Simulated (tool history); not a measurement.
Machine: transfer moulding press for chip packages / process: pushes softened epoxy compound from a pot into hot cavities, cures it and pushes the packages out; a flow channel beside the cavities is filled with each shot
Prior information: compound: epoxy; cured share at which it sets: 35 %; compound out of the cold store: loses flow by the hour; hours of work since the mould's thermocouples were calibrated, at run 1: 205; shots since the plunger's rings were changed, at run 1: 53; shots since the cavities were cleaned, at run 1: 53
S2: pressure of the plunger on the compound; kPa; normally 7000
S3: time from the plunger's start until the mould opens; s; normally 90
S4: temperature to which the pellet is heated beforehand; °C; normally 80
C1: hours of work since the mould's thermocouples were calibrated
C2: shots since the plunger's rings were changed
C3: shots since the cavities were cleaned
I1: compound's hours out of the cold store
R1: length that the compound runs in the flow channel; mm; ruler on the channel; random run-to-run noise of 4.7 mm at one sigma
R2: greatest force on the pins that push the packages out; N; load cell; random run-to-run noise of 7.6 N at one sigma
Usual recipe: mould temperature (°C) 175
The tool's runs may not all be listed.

Run 1, hour 0: usual settings; C1 205; C2 53; C3 53; I1 47.6. Result: R1 906 mm, R2 316 N.
Run 2, hour 10.1: usual settings but S2 6610 kPa; C1 210; C2 158; C3 158; I1 9. Result: R1 976 mm, R2 328 N.
Run 3, hour 21.1: usual settings but S2 6610 kPa; C1 216; C2 272; C3 272; I1 30.9. Result: R1 912 mm, R2 337 N.
Run 4, hour 27.5: usual settings but S2 6610 kPa; C1 219; C2 339; C3 339; I1 42.1. Result: R1 892 mm, R2 314 N.
Run 5, hour 35.9: usual settings but mould temperature (°C) 182; C1 223; C2 426; C3 426; I1 18.7. Result: R1 968 mm, R2 249 N.
Run 6, hour 46.1: usual settings but mould temperature (°C) 182; C1 229; C2 533; C3 533; I1 39.6. Result: R1 910 mm, R2 257 N.
Run 7, hour 52.5: usual settings but S3 104 s; C1 232; C2 599; C3 599; I1 33.4. Result: R1 944 mm, R2 273 N.
Run 8, hour 59.2: usual settings but mould temperature (°C) 171; C1 235; C2 669; C3 669; I1 46.3. Result: R1 931 mm, R2 405 N.
At hour 70.1: cavities cleaned with cleaning compound and waxed.
Run 9, hour 70.4: usual settings; C1 240; C2 769; C3 3; I1 13. Result: R1 995 mm, R2 331 N.
Run 10, hour 79.3: usual settings; C1 245; C2 862; C3 96; I1 18.9. Result: R1 982 mm, R2 312 N.
Run 11, hour 90.5: usual settings; C1 250; C2 979; C3 213; I1 30.2. Result: R1 953 mm, R2 320 N.
Run 12, hour 98: usual settings; C1 254; C2 1057; C3 291; I1 27.1. Result: R1 963 mm, R2 324 N.
Run 13, hour 108: usual settings; C1 259; C2 1161; C3 395; I1 37.9. Result: R1 937 mm, R2 320 N.
Run 14, hour 114.2: usual settings; C1 262; C2 1225; C3 459; I1 13.8. Result: R1 993 mm, R2 351 N.
Run 15, hour 120.5: usual settings but mould temperature (°C) 168; C1 266; C2 1290; C3 524; I1 29.8. Result: R1 970 mm, R2 501 N.
Run 16, hour 130.9: usual settings but S2 7410 kPa, S4 86 °C; C1 271; C2 1399; C3 633; I1 14.4. Result: R1 1022 mm, R2 323 N.
Run 17, hour 141.9: usual settings but mould temperature (°C) 168, S2 8280 kPa, S3 104 s, S4 88 °C; C1 277; C2 1513; C3 747; I1 8.4. Result: R1 1112 mm, R2 378 N.
At hour 145.4: cavities cleaned with cleaning compound and waxed.
Run 18, hour 151: usual settings but S2 5740 kPa; C1 280; C2 1592; C3 58; I1 47.7. Result: R1 826 mm, R2 318 N.
Run 19, hour 155.9: usual settings but S2 5740 kPa; C1 283; C2 1643; C3 109; I1 45. Result: R1 828 mm, R2 310 N.
Run 20, hour 164.6: usual settings but S2 5740 kPa; C1 287; C2 1734; C3 200; I1 38.6. Result: R1 843 mm, R2 316 N.
Run 21, hour 171: usual settings but S2 5630 kPa; C1 291; C2 1800; C3 266; I1 14.6. Result: R1 885 mm, R2 327 N.
Run 22, hour 176.4: usual settings but S2 5630 kPa; C1 293; C2 1856; C3 322; I1 43.5. Result: R1 821 mm, R2 312 N.
Run 23, hour 184: usual settings but mould temperature (°C) 174, S2 6500 kPa; C1 297; C2 1935; C3 401; I1 21.5. Result: R1 944 mm, R2 338 N.
Run 24, hour 194: usual settings but S2 6180 kPa; C1 302; C2 2040; C3 506; I1 18.7. Result: R1 924 mm, R2 326 N.
Run 25, hour 201.5: usual settings but mould temperature (°C) 169, S2 6180 kPa, S3 112 s; C1 306; C2 2118; C3 584; I1 21.1. Result: R1 933 mm, R2 311 N.
Run 26, hour 206.6: usual settings but mould temperature (°C) 173, S4 88 °C; C1 309; C2 2170; C3 636; I1 11.1. Result: R1 1003 mm, R2 358 N.
Run 27, hour 214.6: usual settings but S3 73 s, S4 83 °C; C1 313; C2 2254; C3 720; I1 23.4. Result: R1 963 mm, R2 520 N.
At hour 221: cavities cleaned with cleaning compound and waxed.
Run 28, hour 221.9: usual settings but mould temperature (°C) 169, S3 122 s; C1 316; C2 2314; C3 9; I1 13.4. Result: R1 1013 mm, R2 279 N.
Run 29, hour 227.2: usual settings but mould temperature (°C) 169, S3 122 s; C1 318; C2 2369; C3 64; I1 17.5. Result: R1 997 mm, R2 279 N.
Run 30, hour 236.7: usual settings but S3 87 s, S4 73 °C; C1 323; C2 2468; C3 163; I1 17.3. Result: R1 987 mm, R2 358 N.

What if the next run were any one of these 3? Each begins from the tool's condition after run 30:
Run A, hour 247: usual settings but S2 5280 kPa, S4 85 °C; C1 328; C2 2575; C3 270; I1 33. Result: R1 ?, R2 ?.
Run B, hour 247: usual settings but mould temperature (°C) 176, S2 8260 kPa, S3 77 s; C1 328; C2 2575; C3 270; I1 23.2. Result: R1 ?, R2 ?.
Run C, hour 247: usual settings but mould temperature (°C) 174, S3 130 s, S4 73 °C; C1 328; C2 2575; C3 270; I1 17.2. Result: R1 ?, R2 ?.

run    R1   R2
  A   817  318
  B  1048  421
  C   984  239
With no hidden state in the tool, these same runs would have given:
run    R1   R2
  A   818  316
  B  1049  419
  C   985  237
